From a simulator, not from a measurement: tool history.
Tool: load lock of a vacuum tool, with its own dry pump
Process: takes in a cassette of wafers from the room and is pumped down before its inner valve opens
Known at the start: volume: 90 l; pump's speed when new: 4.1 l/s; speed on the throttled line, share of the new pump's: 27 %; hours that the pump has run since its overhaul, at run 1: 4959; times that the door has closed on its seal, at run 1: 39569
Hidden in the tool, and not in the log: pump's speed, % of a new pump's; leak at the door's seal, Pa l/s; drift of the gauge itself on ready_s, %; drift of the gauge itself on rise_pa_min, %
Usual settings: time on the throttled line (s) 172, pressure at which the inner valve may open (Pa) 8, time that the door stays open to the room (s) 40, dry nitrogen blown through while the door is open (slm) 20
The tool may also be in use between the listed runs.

| run | hour | time on the throttled line (s) | pressure at which the inner valve may open (Pa) | time that the door stays open to the room (s) | dry nitrogen blown through while the door is open (slm) | hours that the pump has run since its overhaul | times that the door has closed on its seal | incoming humidity of the room's air, % | time from the closed door until the inner valve may open (s) | rise of the pressure with all valves shut (Pa/min) |
|---|---|---|---|---|---|---|---|---|---|---|
| 1 | 0 | 172 | 8 | 40 | 20 | 4959 | 39569 | 45.6 | 338.2 | 0.558 |
| 2 | 84.9 | 172 | 8 | 40 | 20 | 5044 | 39889 | 45.2 | 338.3 | 0.569 |
| 3 | 157 | 297 | 8 | 40 | 20 | 5116 | 40162 | 46.9 | 426.7 | 0.575 |
| 4 | 227.6 | 297 | 8 | 40 | 20 | 5186 | 40428 | 46.1 | 430.7 | 0.594 |
| 5 | 335.9 | 172 | 14 | 40 | 20 | 5295 | 40838 | 42.8 | 323.4 | 0.587 |
| 6 | 468.2 | 172 | 14 | 40 | 20 | 5427 | 41337 | 42 | 326 | 0.598 |
| 7 | 573.8 | 172 | 14 | 40 | 20 | 5532 | 41737 | 43.1 | 327.3 | 0.612 |
| 8 | 699.8 | 172 | 8 | 40 | 17 | 5658 | 42212 | 43.7 | 338 | 0.614 |
| 9 | 808.5 | 172 | 8 | 40 | 17 | 5767 | 42623 | 42.8 | 340.8 | 0.635 |
| 10 | 897.2 | 181 | 8 | 40 | 20 | 5856 | 42958 | 47.4 | 345.7 | 0.629 |
| 11 | 1021.9 | 181 | 8 | 40 | 20 | 5981 | 43430 | 40.9 | 342.6 | 0.659 |
|  | 1114.1 | door's seal changed, seat wiped |
| 12 | 1142.3 | 181 | 8 | 40 | 20 | 6099 | 107 | 43.5 | 346.3 | 0.006 |
| 13 | 1222.4 | 172 | 8 | 40 | 20 | 6180 | 409 | 43.5 | 343.9 | 0.017 |
| 14 | 1371.3 | 172 | 8 | 40 | 20 | 6328 | 972 | 43.5 | 341.6 | 0.018 |
| 15 | 1443.2 | 172 | 8 | 40 | 20 | 6400 | 1243 | 45.1 | 339.9 | 0.021 |
| 16 | 1597.9 | 172 | 8 | 40 | 20 | 6555 | 1828 | 49.1 | 339.1 | 0.028 |
| 17 | 1754.7 | 172 | 8 | 40 | 20 | 6712 | 2420 | 42.3 | 339.5 | 0.025 |
| 18 | 1911.9 | 172 | 8 | 40 | 20 | 6869 | 3014 | 47.4 | 343.4 | 0.024 |
| 19 | 2013.8 | 172 | 8 | 40 | 20 | 6971 | 3399 | 43.8 | 343.3 | 0.034 |
| 20 | 2111.5 | 172 | 12 | 40 | 20 | 7069 | 3768 | 47.6 | 335.8 | 0.035 |
| 21 | 2206 | 172 | 12 | 40 | 20 | 7163 | 4125 | 44.1 | 332.3 | 0.033 |
| 22 | 2285.6 | 172 | 12 | 40 | 20 | 7243 | 4426 | 42.1 | 329.8 | 0.04 |
| 23 | 2380.3 | 101 | 10 | 54 | 10 | 7337 | 4784 | 46.7 | 283.1 | 0.041 |
| 24 | 2505.9 | 318 | 10 | 152 | 10 | 7463 | 5258 | 44.3 | 439.5 | 0.074 |
| 25 | 2661.3 | 217 | 12 | 152 | 10 | 7618 | 5845 | 44.4 | 360.6 | 0.077 |
| 26 | 2761.7 | 217 | 12 | 152 | 10 | 7719 | 6224 | 45.4 | 361.5 | 0.087 |
| 27 | 2857.1 | 217 | 12 | 152 | 10 | 7814 | 6585 | 45.3 | 360.7 | 0.083 |
| 28 | 2963.7 | 172 | 8 | 212 | 8 | 7921 | 6988 | 45.5 | 343.2 | 0.101 |
| 29 | 3112.7 | 172 | 8 | 212 | 8 | 8070 | 7550 | 44.7 | 340.5 | 0.111 |
| 30 | 3273.1 | 188 | 8 | 40 | 21 | 8230 | 8156 | 43.2 | 354.2 | 0.056 |
| 31 | 3394.3 | 188 | 12 | 106 | 11 | 8351 | 8614 | 49.2 | 343.4 | 0.095 |
| 32 | 3479.1 | 232 | 8 | 52 | 20 | 8436 | 8935 | 43.7 | 386.7 | 0.064 |
| 33 | 3550.2 | 172 | 8 | 60 | 44 | 8507 | 9203 | 49.1 | 339.6 | 0.077 |
| 34 | 3655.7 | 172 | 8 | 77 | 20 | 8613 | 9602 | 45 | 341.2 | 0.084 |
| 35 | 3756.8 | 123 | 10 | 60 | 24 | 8714 | 9984 | 42.3 | 301.1 | 0.083 |
| 36 | 3904.2 | 123 | 10 | 60 | 24 | 8861 | 10540 | 47.5 | 304.6 | 0.093 |
| 37 | 4030.1 | 123 | 6 | 60 | 10 | 8987 | 11016 | 44.8 | 314.5 | 0.093 |

Hidden state or all else? Some run-to-run changes of time from the closed door until the inner valve may open (s), split into what the settings, what came in and random variation would give without the hidden state, and what is left for the hidden state (with any gauge scatter that isn't in both results):
Run 2 -> 3: time on the throttled line (s) 172 -> 297. time from the closed door until the inner valve may open (s) +88.4: hidden state -1.5, all else +89.9.
Run 4 -> 5: time on the throttled line (s) 297 -> 172, pressure at which the inner valve may open (Pa) 8 -> 14. time from the closed door until the inner valve may open (s) -107.3: hidden state +0.8, all else -108.1.
Run 23 -> 24: time on the throttled line (s) 101 -> 318, time that the door stays open to the room (s) 54 -> 152. time from the closed door until the inner valve may open (s) +156.4: hidden state -3.1, all else +159.5.
Run 27 -> 28: time on the throttled line (s) 217 -> 172, pressure at which the inner valve may open (Pa) 12 -> 8, time that the door stays open to the room (s) 152 -> 212, dry nitrogen blown through while the door is open (slm) 10 -> 8. time from the closed door until the inner valve may open (s) -17.5: hidden state +1.5, all else -19.
